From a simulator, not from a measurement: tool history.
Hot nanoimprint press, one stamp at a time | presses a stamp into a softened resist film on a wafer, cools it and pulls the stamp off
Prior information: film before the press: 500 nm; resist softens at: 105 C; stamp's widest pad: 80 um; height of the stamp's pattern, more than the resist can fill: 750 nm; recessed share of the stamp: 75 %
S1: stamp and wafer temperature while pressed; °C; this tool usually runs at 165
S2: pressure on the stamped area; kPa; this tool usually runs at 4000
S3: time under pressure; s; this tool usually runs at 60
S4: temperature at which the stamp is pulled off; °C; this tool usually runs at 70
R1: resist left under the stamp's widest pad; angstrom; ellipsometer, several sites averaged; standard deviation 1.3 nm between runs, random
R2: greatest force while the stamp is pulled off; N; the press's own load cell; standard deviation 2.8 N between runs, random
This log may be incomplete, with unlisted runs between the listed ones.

| run | hour | S1 | S2 | S3 | S4 | R1 | R2 |
|---|---|---|---|---|---|---|---|
| 1 | 0.0 | 165 | 4000 | 60 | 70 | 1999 | 127 |
| 2 | 82.8 | 165 | 4000 | 60 | 70 | 1966 | 135 |
| 3 | 129.2 | 165 | 4000 | 60 | 70 | 1981 | 142 |
|  | 166.4 | press's hydraulic seals changed and the load cell set to zero |
| 4 | 183.0 | 165 | 4000 | 60 | 70 | 1876 | 144 |
| 5 | 250.2 | 165 | 4000 | 60 | 70 | 1892 | 151 |
| 6 | 338.0 | 165 | 4000 | 60 | 70 | 1850 | 155 |
|  | 383.1 | stamp cleaned and given a new release coat |
| 7 | 406.9 | 165 | 4000 | 60 | 70 | 1852 | 133 |
| 8 | 449.3 | 165 | 4000 | 60 | 70 | 1827 | 128 |
| 9 | 547.2 | 154 | 4330 | 60 | 72 | 3010 | 146 |
|  | 644.4 | plate thermocouple calibrated |
| 10 | 644.4 | 170 | 6330 | 60 | 70 | 1203 | 160 |
| 11 | 695.5 | 173 | 4000 | 39 | 69 | 1603 | 163 |
|  | 762.5 | stamp cleaned and given a new release coat |
| 12 | 770.6 | 165 | 4960 | 63 | 70 | 1714 | 130 |
| 13 | 831.7 | 165 | 4960 | 63 | 70 | 1702 | 133 |

Forecast run 14:
| 14 | 873.1 | 165 | 4960 | 62 | 70 | ? | ? |

{"run 14": {"R1": 1705, "R2": 136}}
Without the tool's hidden state the same run would have given R1 1747 angstrom, R2 127 N.
